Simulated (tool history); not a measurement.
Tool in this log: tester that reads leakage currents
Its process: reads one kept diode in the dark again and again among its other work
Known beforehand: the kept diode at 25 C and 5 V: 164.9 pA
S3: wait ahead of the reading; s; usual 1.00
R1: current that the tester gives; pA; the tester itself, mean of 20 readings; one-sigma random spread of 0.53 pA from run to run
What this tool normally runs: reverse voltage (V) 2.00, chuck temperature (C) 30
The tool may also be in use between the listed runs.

Run 1, hour 0.0: usual settings. Result: R1 166.75 pA.
Run 2, hour 14.7: usual settings. Result: R1 165.97 pA.
Run 3, hour 46.2: usual settings. Result: R1 165.92 pA.
Run 4, hour 62.0: usual settings but S3 2.84 s. Result: R1 166.36 pA.
Run 5, hour 83.0: usual settings. Result: R1 164.75 pA.
At hour 94.1: chuck's temperature calibrated.
Run 6, hour 100.4: usual settings. Result: R1 176.19 pA.
Run 7, hour 122.4: usual settings. Result: R1 175.49 pA.
Run 8, hour 153.2: usual settings. Result: R1 175.88 pA.
Run 9, hour 184.8: usual settings. Result: R1 175.33 pA.
Run 10, hour 208.4: usual settings but S3 1.12 s. Result: R1 174.40 pA.
Run 11, hour 225.2: usual settings. Result: R1 175.65 pA.
Run 12, hour 247.8: usual settings but reverse voltage (V) 7.13. Result: R1 276.81 pA.
Run 13, hour 267.7: usual settings but reverse voltage (V) 7.13. Result: R1 276.54 pA.
Run 14, hour 298.8: usual settings but reverse voltage (V) 7.13. Result: R1 275.26 pA.
Run 15, hour 316.1: usual settings but reverse voltage (V) 7.13. Result: R1 275.02 pA.
Run 16, hour 340.1: usual settings but reverse voltage (V) 7.13. Result: R1 274.71 pA.
At hour 343.9: tester calibrated.
Run 17, hour 357.9: usual settings. Result: R1 172.71 pA.
Run 18, hour 390.1: usual settings but reverse voltage (V) 3.40. Result: R1 207.92 pA.
Run 19, hour 411.8: usual settings but reverse voltage (V) 1.60. Result: R1 159.17 pA.
At hour 433.1: tester calibrated, once more.
Run 20, hour 434.7: usual settings but reverse voltage (V) 1.60. Result: R1 156.84 pA.
Run 21, hour 451.6: usual settings but reverse voltage (V) 1.60. Result: R1 156.53 pA.
Run 22, hour 477.7: usual settings but reverse voltage (V) 1.60. Result: R1 156.71 pA.
Run 23, hour 507.6: usual settings but reverse voltage (V) 6.31, chuck temperature (C) 38, S3 0.41 s. Result: R1 453.21 pA.
Run 24, hour 539.8: usual settings but reverse voltage (V) 19.28, chuck temperature (C) 23. Result: R1 241.88 pA.
Run 25, hour 556.1: usual settings but reverse voltage (V) 4.04, chuck temperature (C) 23, S3 4.55 s. Result: R1 128.95 pA.
Run 26, hour 574.5: usual settings but reverse voltage (V) 1.40, S3 0.40 s. Result: R1 148.49 pA.
Run 27, hour 601.7: usual settings but reverse voltage (V) 3.46, S3 0.96 s. Result: R1 204.72 pA.
Run 28, hour 629.9: usual settings but reverse voltage (V) 3.46, S3 0.96 s. Result: R1 203.55 pA.
Run 29, hour 651.0: usual settings but reverse voltage (V) 3.46, S3 0.96 s. Result: R1 202.60 pA.
Run 30, hour 668.6: usual settings but reverse voltage (V) 2.53, chuck temperature (C) 46, S3 3.47 s. Result: R1 554.93 pA.
Run 31, hour 697.1: usual settings but chuck temperature (C) 24, S3 6.54 s. Result: R1 105.67 pA.
Run 32, hour 723.2: usual settings but reverse voltage (V) 4.64, chuck temperature (C) 38, S3 0.49 s. Result: R1 396.81 pA.
Run 33, hour 755.1: usual settings but reverse voltage (V) 11.53, S3 6.40 s. Result: R1 314.06 pA.
Run 34, hour 784.8: usual settings but reverse voltage (V) 3.11, chuck temperature (C) 28. Result: R1 166.53 pA.
At hour 798.3: chuck's temperature calibrated.
Run 35, hour 815.6: usual settings but reverse voltage (V) 2.23, chuck temperature (C) 33, S3 7.29 s. Result: R1 229.66 pA.
Run 36, hour 834.6: usual settings but reverse voltage (V) 2.23, chuck temperature (C) 33, S3 7.29 s. Result: R1 229.25 pA.
Run 37, hour 862.9: usual settings but reverse voltage (V) 14.29, chuck temperature (C) 48, S3 4.08 s. Result: R1 1244.22 pA.
Run 38, hour 877.5: usual settings but reverse voltage (V) 14.29, chuck temperature (C) 48, S3 4.08 s. Result: R1 1243.26 pA.
Run 39, hour 902.7: usual settings but reverse voltage (V) 12.06, chuck temperature (C) 35, S3 1.57 s. Result: R1 483.57 pA.

Below, some changes in R1 between adjacent runs. For each, the amount present without the hidden state too (settings, incoming material, random variation) and the amount remaining for the hidden state with gauge scatter not shared by both compared results:
Hidden state at play: stray current of the dirty probe card, pA a volt; current scale over the true one, %; true chuck temperature over the reading, C; drift of the gauge itself on leakage_pa, %.
Run 23 -> 24: reverse voltage (V) 6.31 -> 19.28, chuck temperature (C) 38 -> 23, S3 0.41 -> 1.00. R1 -211.33 pA: hidden state +26.75, all else -238.08.
Run 29 -> 30: reverse voltage (V) 3.46 -> 2.53, chuck temperature (C) 30 -> 46, S3 0.96 -> 3.47. R1 +352.33 pA: hidden state -22.91, all else +375.24.
Run 30 -> 31: reverse voltage (V) 2.53 -> 2.00, chuck temperature (C) 46 -> 24, S3 3.47 -> 6.54. R1 -449.26 pA: hidden state +26.73, all else -475.99.
Run 36 -> 37: reverse voltage (V) 2.23 -> 14.29, chuck temperature (C) 33 -> 48, S3 7.29 -> 4.08. R1 +1014.97 pA: hidden state +9.59, all else +1005.38.
Run 38 -> 39: reverse voltage (V) 14.29 -> 12.06, chuck temperature (C) 48 -> 35, S3 4.08 -> 1.57. R1 -759.69 pA: hidden state +1.66, all else -761.35.

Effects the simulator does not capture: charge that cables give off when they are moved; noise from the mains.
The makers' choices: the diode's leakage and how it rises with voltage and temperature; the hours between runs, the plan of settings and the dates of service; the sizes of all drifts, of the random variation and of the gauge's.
